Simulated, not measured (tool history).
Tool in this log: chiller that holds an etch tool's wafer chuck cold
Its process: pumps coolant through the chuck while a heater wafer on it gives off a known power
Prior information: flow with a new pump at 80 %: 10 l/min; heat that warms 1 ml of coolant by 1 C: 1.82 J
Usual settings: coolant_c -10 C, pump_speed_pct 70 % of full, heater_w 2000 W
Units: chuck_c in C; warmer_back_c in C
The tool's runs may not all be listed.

run    hour  coolant_c  pump_speed_pct  heater_w  chuck_c  warmer_back_c
  1       0        -10              70      2000     16.6           7.61
  2    59.8        -10              70      2000     16.8           7.56
  3     169        -10              70      2000     16.8           7.61
  4   255.3        -10              90      2000     13.5           5.94
  5   343.3        -10              90      2000     13.5           5.97
  6   457.4        -10              70      2686     26.6          10.28
      464.3  -- chiller's thermometer calibrated
  7     540        -10              70      2000     17.1           7.73
  8   610.4        -18              70      2000        9           7.72
  9   685.8         -4              70      2000     23.2           7.67
 10   758.8         -4              70      2000     23.4           7.71
 11   817.2         -4              70      2000     23.4           7.76
      855.8  -- chiller's thermometer calibrated, once more
 12   934.8         -9              70      1280      8.7           4.89
 13  1026.2        -12              79      2179     16.2           7.46
 14  1078.4        -12              79      2179     16.1           7.47
 15  1145.7         -4              68      2398     29.8           9.55
 16  1207.4         -4              68      2398     29.9           9.49
 17  1268.9         -7              88      1097      6.5           3.41

What if the next run were any one of these 5? Each begins from the tool's condition after run 17:
  A  1358.7         -5              62      1097        ?              ?
  B  1358.7         -3              70      2000        ?              ?
  C  1358.7         -7              65      1257        ?              ?
  D  1358.7         -9              70      2520        ?              ?
  E  1358.7        -17              96      2445        ?              ?

run  chuck_c  warmer_back_c
  A     11.3           4.77
  B       25           7.77
  C     11.2           5.29
  D     26.2           9.89
  E     11.8           6.97
What these runs would have given with no unlogged condition in the tool:
run  chuck_c  warmer_back_c
  A      9.1           4.61
  B     21.2           7.51
  C      8.7           5.11
  D     21.4           9.56
  E      7.8           6.73
